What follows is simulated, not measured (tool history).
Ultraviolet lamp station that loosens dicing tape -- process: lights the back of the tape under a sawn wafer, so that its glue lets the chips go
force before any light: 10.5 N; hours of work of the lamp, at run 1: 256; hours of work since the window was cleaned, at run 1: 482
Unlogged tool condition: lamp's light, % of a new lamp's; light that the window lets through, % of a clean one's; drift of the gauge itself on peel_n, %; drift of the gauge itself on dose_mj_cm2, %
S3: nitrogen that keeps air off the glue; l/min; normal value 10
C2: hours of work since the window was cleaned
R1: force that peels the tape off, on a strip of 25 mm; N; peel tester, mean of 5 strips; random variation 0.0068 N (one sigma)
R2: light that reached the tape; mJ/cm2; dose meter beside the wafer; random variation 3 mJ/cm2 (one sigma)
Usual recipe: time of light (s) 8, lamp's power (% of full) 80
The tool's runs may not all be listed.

{"run": 1, "hour": 0.0, "time of light (s)": 8, "lamp's power (% of full)": 80, "S3": 10, "hours of work of the lamp": 256, "C2": 482, "R1": 0.455, "R2": 350}
{"run": 2, "hour": 17.0, "time of light (s)": 8, "lamp's power (% of full)": 80, "S3": 10, "hours of work of the lamp": 264, "C2": 490, "R1": 0.448, "R2": 346}
{"hour": 31.4, "done": "window cleaned of glue's vapour"}
{"run": 3, "hour": 44.5, "time of light (s)": 8, "lamp's power (% of full)": 89, "S3": 10, "hours of work of the lamp": 278, "C2": 6, "R1": 0.213, "R2": 452}
{"run": 4, "hour": 65.5, "time of light (s)": 8, "lamp's power (% of full)": 89, "S3": 10, "hours of work of the lamp": 288, "C2": 17, "R1": 0.227, "R2": 446}
{"run": 5, "hour": 84.7, "time of light (s)": 8, "lamp's power (% of full)": 89, "S3": 10, "hours of work of the lamp": 297, "C2": 26, "R1": 0.232, "R2": 443}
{"run": 6, "hour": 109.5, "time of light (s)": 8, "lamp's power (% of full)": 80, "S3": 19, "hours of work of the lamp": 309, "C2": 38, "R1": 0.241, "R2": 399}
{"run": 7, "hour": 139.0, "time of light (s)": 8, "lamp's power (% of full)": 66, "S3": 10, "hours of work of the lamp": 324, "C2": 53, "R1": 0.523, "R2": 324}
{"run": 8, "hour": 154.6, "time of light (s)": 8, "lamp's power (% of full)": 66, "S3": 10, "hours of work of the lamp": 332, "C2": 60, "R1": 0.51, "R2": 329}
{"run": 9, "hour": 171.3, "time of light (s)": 8, "lamp's power (% of full)": 66, "S3": 10, "hours of work of the lamp": 340, "C2": 69, "R1": 0.529, "R2": 320}
{"run": 10, "hour": 184.0, "time of light (s)": 8, "lamp's power (% of full)": 66, "S3": 10, "hours of work of the lamp": 346, "C2": 75, "R1": 0.551, "R2": 318}
{"run": 11, "hour": 211.8, "time of light (s)": 6, "lamp's power (% of full)": 80, "S3": 10, "hours of work of the lamp": 360, "C2": 89, "R1": 0.719, "R2": 285}
{"run": 12, "hour": 236.7, "time of light (s)": 6, "lamp's power (% of full)": 80, "S3": 10, "hours of work of the lamp": 372, "C2": 101, "R1": 0.724, "R2": 283}
{"run": 13, "hour": 255.4, "time of light (s)": 8, "lamp's power (% of full)": 80, "S3": 10, "hours of work of the lamp": 381, "C2": 110, "R1": 0.345, "R2": 376}
{"run": 14, "hour": 271.8, "time of light (s)": 8, "lamp's power (% of full)": 80, "S3": 10, "hours of work of the lamp": 389, "C2": 118, "R1": 0.353, "R2": 380}
{"run": 15, "hour": 293.8, "time of light (s)": 8, "lamp's power (% of full)": 80, "S3": 10, "hours of work of the lamp": 400, "C2": 129, "R1": 0.348, "R2": 372}
{"run": 16, "hour": 322.7, "time of light (s)": 8, "lamp's power (% of full)": 80, "S3": 10, "hours of work of the lamp": 414, "C2": 143, "R1": 0.372, "R2": 373}
{"run": 17, "hour": 348.5, "time of light (s)": 8, "lamp's power (% of full)": 78, "S3": 10, "hours of work of the lamp": 427, "C2": 156, "R1": 0.404, "R2": 358}
{"run": 18, "hour": 377.3, "time of light (s)": 8, "lamp's power (% of full)": 78, "S3": 10, "hours of work of the lamp": 441, "C2": 170, "R1": 0.434, "R2": 353}
{"run": 19, "hour": 403.8, "time of light (s)": 8, "lamp's power (% of full)": 78, "S3": 10, "hours of work of the lamp": 454, "C2": 183, "R1": 0.432, "R2": 354}
{"run": 20, "hour": 429.3, "time of light (s)": 8, "lamp's power (% of full)": 78, "S3": 6, "hours of work of the lamp": 466, "C2": 195, "R1": 0.575, "R2": 353}
{"run": 21, "hour": 459.6, "time of light (s)": 8, "lamp's power (% of full)": 78, "S3": 6, "hours of work of the lamp": 481, "C2": 210, "R1": 0.583, "R2": 346}
{"run": 22, "hour": 483.0, "time of light (s)": 14, "lamp's power (% of full)": 80, "S3": 8, "hours of work of the lamp": 493, "C2": 222, "R1": 0.127, "R2": 606}
{"run": 23, "hour": 508.1, "time of light (s)": 8, "lamp's power (% of full)": 87, "S3": 15, "hours of work of the lamp": 505, "C2": 234, "R1": 0.298, "R2": 380}

Estimate the outcome of run 24 from the log above:
{"run": 24, "hour": 525.9, "time of light (s)": 12, "lamp's power (% of full)": 69, "S3": 10, "hours of work of the lamp": 514, "C2": 243, "R1": "?", "R2": "?"}

{"run 24": {"R1": 0.22, "R2": 447}}
Had the tool carried no hidden state, the very same run would have given R1 0.131 N, R2 577 mJ/cm2.

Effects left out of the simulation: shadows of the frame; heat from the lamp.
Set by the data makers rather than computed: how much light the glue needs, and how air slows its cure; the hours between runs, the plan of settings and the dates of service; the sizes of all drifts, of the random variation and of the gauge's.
